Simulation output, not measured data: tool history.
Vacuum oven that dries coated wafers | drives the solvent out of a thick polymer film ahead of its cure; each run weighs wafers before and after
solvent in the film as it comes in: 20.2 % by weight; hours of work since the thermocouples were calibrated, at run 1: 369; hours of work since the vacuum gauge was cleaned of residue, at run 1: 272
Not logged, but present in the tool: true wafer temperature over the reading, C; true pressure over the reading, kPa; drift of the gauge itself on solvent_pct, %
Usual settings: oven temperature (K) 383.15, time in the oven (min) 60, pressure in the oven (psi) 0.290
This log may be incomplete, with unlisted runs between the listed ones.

run   hour  oven temperature (K)  time in the oven (min)  pressure in the oven (psi)  hours of work since the thermocouples were calibrated  hours of work since the vacuum gauge was cleaned of residue  solvent left in the film (%)
  1    0.0                383.15                      60                       0.290                                                    369                                                          272                          2.06
  2   11.4                383.15                      60                       0.290                                                    375                                                          279                          2.11
  3   21.6                383.15                      60                       0.290                                                    381                                                          285                          2.07
  4   37.9                383.15                      60                       0.290                                                    390                                                          294                          2.05
  5   46.1                383.15                      60                       0.290                                                    395                                                          298                          2.09
  6   55.7                383.15                      60                       0.290                                                    400                                                          304                          2.07
  7   65.8                383.15                      60                       0.290                                                    406                                                          310                          2.08
  8   73.1                383.15                      60                       0.290                                                    410                                                          314                          2.05
  9   88.8                383.15                      60                       0.290                                                    419                                                          323                          2.05
 10   95.9                368.15                      90                       0.212                                                    423                                                          327                          3.19
 11  107.4                368.15                      62                       0.283                                                    430                                                          333                          5.28
 12  116.1                394.15                      60                       0.157                                                    435                                                          338                          0.63
 13  128.0                394.15                      60                       0.157                                                    441                                                          345                          0.63

Results per run with the tool's hidden condition removed, run-to-run variation unchanged:
run  solvent left in the film (%)
  1                          2.07
  2                          2.11
  3                          2.08
  4                          2.06
  5                          2.09
  6                          2.08
  7                          2.09
  8                          2.06
  9                          2.06
 10                          3.19
 11                          5.32
 12                          0.61
 13                          0.61

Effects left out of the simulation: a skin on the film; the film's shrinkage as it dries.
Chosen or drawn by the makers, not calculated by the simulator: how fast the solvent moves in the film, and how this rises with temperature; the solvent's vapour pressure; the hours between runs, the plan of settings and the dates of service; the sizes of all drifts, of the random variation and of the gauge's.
